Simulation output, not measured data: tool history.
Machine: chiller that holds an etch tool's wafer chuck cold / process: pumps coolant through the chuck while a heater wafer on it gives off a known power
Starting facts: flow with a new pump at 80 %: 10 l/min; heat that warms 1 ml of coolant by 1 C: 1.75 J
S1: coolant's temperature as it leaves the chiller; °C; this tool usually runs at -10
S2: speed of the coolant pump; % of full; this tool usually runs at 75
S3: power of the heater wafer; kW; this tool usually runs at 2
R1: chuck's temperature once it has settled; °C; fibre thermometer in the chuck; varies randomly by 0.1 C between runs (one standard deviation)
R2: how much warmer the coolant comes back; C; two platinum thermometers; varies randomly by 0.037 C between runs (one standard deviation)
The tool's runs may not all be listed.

| run | hour | S1 | S2 | S3 | R1 | R2 |
|---|---|---|---|---|---|---|
| 1 | 0 | -10 | 75 | 2 | 7.2 | 7.33 |
| 2 | 42.4 | -10 | 75 | 2 | 7.1 | 7.32 |
| 3 | 89.8 | -10 | 75 | 2 | 7.2 | 7.36 |
| 4 | 146.5 | -1 | 75 | 2 | 16 | 7.3 |
| 5 | 192.2 | -1 | 78 | 2 | 15.7 | 7.03 |
| 6 | 239.6 | -1 | 78 | 2 | 15.7 | 7.05 |
| 7 | 296.1 | -10 | 75 | 1.477 | 2.6 | 5.41 |
| 8 | 343.5 | -10 | 75 | 1.477 | 2.9 | 5.37 |
| 9 | 393.5 | -10 | 75 | 1.477 | 2.7 | 5.29 |
|  | 417.3 | coolant changed, channels flushed |
| 10 | 446.4 | -10 | 75 | 2 | 7 | 7.23 |
| 11 | 487.1 | -10 | 75 | 2 | 6.9 | 7.28 |
| 12 | 550.4 | -10 | 97 | 2 | 4.2 | 5.54 |
| 13 | 591.8 | -10 | 75 | 2 | 7.3 | 7.22 |
| 14 | 636.7 | -10 | 75 | 2 | 7.3 | 7.22 |
| 15 | 695.3 | -10 | 75 | 2 | 7 | 7.11 |
| 16 | 742.2 | -10 | 75 | 2 | 7.2 | 7.3 |
| 17 | 795.9 | -10 | 75 | 2 | 7.2 | 7.25 |
| 18 | 826.8 | -6 | 70 | 1.156 | 4.3 | 4.36 |
| 19 | 877.1 | -6 | 70 | 1.156 | 4.2 | 4.4 |
| 20 | 910.3 | -6 | 70 | 1.08 | 3.5 | 4.13 |
| 21 | 974.7 | -6 | 80 | 2 | 10.4 | 6.72 |
| 22 | 1012.7 | -19 | 69 | 1.941 | -1.3 | 7.64 |
| 23 | 1062.6 | -7 | 75 | 1.292 | 4.2 | 4.61 |
| 24 | 1115.2 | -19 | 75 | 2 | -1.9 | 7.23 |
| 25 | 1166.9 | -17 | 77 | 2 | -0.2 | 6.98 |
| 26 | 1214.6 | -12 | 70 | 2.29 | 8.4 | 8.76 |
| 27 | 1243.2 | -10 | 91 | 2 | 5.1 | 5.91 |
| 28 | 1279.1 | -10 | 91 | 2 | 5 | 5.79 |
| 29 | 1342.7 | -10 | 91 | 2 | 5.1 | 5.83 |
| 30 | 1373 | -10 | 91 | 2 | 5.1 | 5.79 |
| 31 | 1415.3 | -2 | 83 | 2 | 14 | 6.39 |
| 32 | 1468 | -7 | 78 | 2.622 | 14.7 | 9 |
| 33 | 1523.5 | -4 | 91 | 2 | 11 | 5.83 |

Pick out some run-to-run changes in R2. Of each, how much would a tool without hidden state show as well, from the settings, what came in and chance, and how much is left for the hidden state and any gauge scatter not in both results compared?
Hidden state present: heat passed by the chuck's channels, % of clean ones'; flow at a given pump speed, % of a new pump's; coolant's true temperature over the reading, C; drift of the gauge itself on chuck_c, C; drift of the gauge itself on warmer_back_c, C.
Run 14 -> 15: no setting touched and nothing written in the log between the runs. R2 -0.11 C: hidden state -0.02, all else -0.09.
Run 17 -> 18: S1 -10 -> -6, S2 75 -> 70, S3 2 -> 1.156. R2 -2.89 C: hidden state -0.01, all else -2.88.
Run 22 -> 23: S1 -19 -> -7, S2 69 -> 75, S3 1.941 -> 1.292. R2 -3.03 C: hidden state -0.02, all else -3.01.
Run 29 -> 30: no setting touched and nothing written in the log between the runs. R2 -0.04 C: hidden state -0.02, all else -0.02.
Run 32 -> 33: S1 -7 -> -4, S2 78 -> 91, S3 2.622 -> 2. R2 -3.17 C: hidden state -0.02, all else -3.15.
